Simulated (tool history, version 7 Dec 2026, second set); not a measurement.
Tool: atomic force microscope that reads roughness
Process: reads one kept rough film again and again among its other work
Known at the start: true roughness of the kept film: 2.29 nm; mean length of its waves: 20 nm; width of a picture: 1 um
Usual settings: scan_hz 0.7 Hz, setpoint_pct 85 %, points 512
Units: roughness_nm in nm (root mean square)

run     day  scan_hz  setpoint_pct  points  roughness_nm
  1       0      0.7            85     512         1.778
  2   0.504      0.7            85     512          1.78
  3    1.05      0.7            85     512         1.783
  4   1.533      0.7            85     512         1.779
  5   1.933      0.7            85     512         1.791
  6   2.446      0.7            85     512         1.783
  7   3.162      0.7            85     370         1.761
  8   3.646    1.723            85     512         1.574
  9   4.092    1.723            85     512         1.576
 10   4.721    1.723            85     512         1.568
 11   5.317    1.723            85     512         1.581
 12   5.804    1.723            85     512         1.572
 13     6.3    1.723            85     512         1.571
 14   6.788    1.723            67     512         1.786
 15   7.079    1.723            67     512         1.792
 16   7.567    1.723            67     512          1.79
 17   8.029    1.723            67     512         1.778
 18   8.571    1.723            67     512          1.79
 19   9.221      0.7            85     512         1.783
 20   9.921      0.7            85     512         1.778
 21  10.342      0.7            85     521         1.787
 22  11.071      0.7            85     521         1.777
 23  11.512      0.7            85     521         1.779
 24  12.017      0.7            85     521         1.779
 25  12.375      0.7            85     521         1.778
 26  12.775    1.074            85     412         1.696
 27  13.429    1.074            61     509         1.889
 28  13.733    2.296            85     512         1.487
 29  14.042      0.7            73     512         1.849
 30   14.65    0.906            85     465         1.735
 31  15.204    0.906            85     465         1.736
 32  15.771    0.702            85     512          1.77
 33  16.108    0.702            85     615         1.787
 34  16.512    2.341            69     435         1.708
 35  17.092    2.341            69     435         1.712
 36   17.45    2.341            69     435         1.693
 37  18.017    2.308            65     411         1.735
 38  18.338    0.951            75     411         1.795
 39  18.708    1.004            67     411         1.836
 40  19.067    2.858            78     314         1.499
 41  19.408    3.767            78     314         1.405
 42  19.746    1.556            86     545         1.597
 43  20.233    1.556            86     545          1.59
 44  20.742      0.7            71     770         1.881
 45  21.438      0.7            61     761          1.91
 46  21.892    1.939            67     568         1.774
 47  22.375    1.939            67     568         1.774
 48  22.738    0.956            57     276         1.854

Not shown: 4 entries that the log had between the listed runs. Between which runs, and how does the tool's hidden state differ before and after?
Between runs 3 and 4: new tip fitted (day 1.117)
  radius of the tip, nm: 7.1 -> 7
Between runs 16 and 17: new tip fitted (day 7.771)
  radius of the tip, nm: 7.1 -> 7
Between runs 29 and 30: new tip fitted (day 14.429)
  radius of the tip, nm: 7.1 -> 7
Between runs 44 and 45: new tip fitted (day 21.079)
  radius of the tip, nm: 7.1 -> 7

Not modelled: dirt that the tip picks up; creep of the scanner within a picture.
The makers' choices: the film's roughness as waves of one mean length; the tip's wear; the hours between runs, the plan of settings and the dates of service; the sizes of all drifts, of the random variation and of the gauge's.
